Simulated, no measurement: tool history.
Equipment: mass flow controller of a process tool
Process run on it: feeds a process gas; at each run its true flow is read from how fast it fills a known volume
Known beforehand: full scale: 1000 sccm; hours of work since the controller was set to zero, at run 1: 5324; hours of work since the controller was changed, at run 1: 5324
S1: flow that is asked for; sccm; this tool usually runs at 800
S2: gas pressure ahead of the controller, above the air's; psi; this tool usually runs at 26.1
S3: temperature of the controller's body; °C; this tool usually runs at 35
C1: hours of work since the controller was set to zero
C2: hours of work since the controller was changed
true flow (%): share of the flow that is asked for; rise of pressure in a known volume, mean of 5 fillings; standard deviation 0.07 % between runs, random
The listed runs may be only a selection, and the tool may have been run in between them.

Run 1, day 0: usual settings; C1 5324; C2 5324. Result: true flow (%) 98.85.
Run 2, day 7.033: usual settings but S1 244 sccm; C1 5390; C2 5390. Result: true flow (%) 97.67.
Run 3, day 20.042: usual settings; C1 5510; C2 5510. Result: true flow (%) 98.77.
Run 4, day 26.804: usual settings but S3 21 °C; C1 5573; C2 5573. Result: true flow (%) 99.91.
Run 5, day 39.008: usual settings; C1 5686; C2 5686. Result: true flow (%) 99.01.
Run 6, day 52.821: usual settings; C1 5814; C2 5814. Result: true flow (%) 98.99.
Run 7, day 64.679: usual settings; C1 5924; C2 5924. Result: true flow (%) 98.96.
Run 8, day 76.829: usual settings; C1 6037; C2 6037. Result: true flow (%) 99.01.
Run 9, day 88.267: usual settings; C1 6143; C2 6143. Result: true flow (%) 99.04.
Run 10, day 100.375: usual settings; C1 6256; C2 6256. Result: true flow (%) 99.11.
Run 11, day 114.025: usual settings; C1 6382; C2 6382. Result: true flow (%) 99.11.
Run 12, day 121.867: usual settings but S1 227 sccm, S2 28.6 psi; C1 6455; C2 6455. Result: true flow (%) 97.87.
Run 13, day 134.817: usual settings but S1 402 sccm, S2 30.6 psi, S3 39 °C; C1 6575; C2 6575. Result: true flow (%) 98.04.
Run 14, day 149.192: usual settings but S1 402 sccm, S2 30.6 psi, S3 39 °C; C1 6708; C2 6708. Result: true flow (%) 98.15.
Run 15, day 161.288: usual settings but S2 22.6 psi, S3 21 °C; C1 6821; C2 6821. Result: true flow (%) 100.6.
Run 16, day 172.308: usual settings but S2 22.6 psi, S3 21 °C; C1 6923; C2 6923. Result: true flow (%) 100.3.
Run 17, day 181.629: usual settings but S2 36.8 psi; C1 7009; C2 7009. Result: true flow (%) 99.32.
Run 18, day 193.379: usual settings but S2 36.8 psi, S3 28 °C; C1 7118; C2 7118. Result: true flow (%) 99.87.
At day 195.9: controller's zero set anew.
Run 19, day 206.454: usual settings but S2 28.1 psi, S3 38 °C; C1 98; C2 7239. Result: true flow (%) 98.99.
Run 20, day 217.267: usual settings but S1 169 sccm, S2 28 psi; C1 198; C2 7340. Result: true flow (%) 97.94.

Entry by entry between the runs, the difference in hidden state between the last listed run before and the first listed run after:
After run 18, before run 19: controller's zero set anew (day 195.9)
  flow at rest that the sensor doesn't see, % of full scale: 0.004 -> 0; drift of the gauge itself on true_pct, %: 0.52 -> 0.56
  measured result minus the result with no hidden state, true flow (%): +0.53 -> +0.55
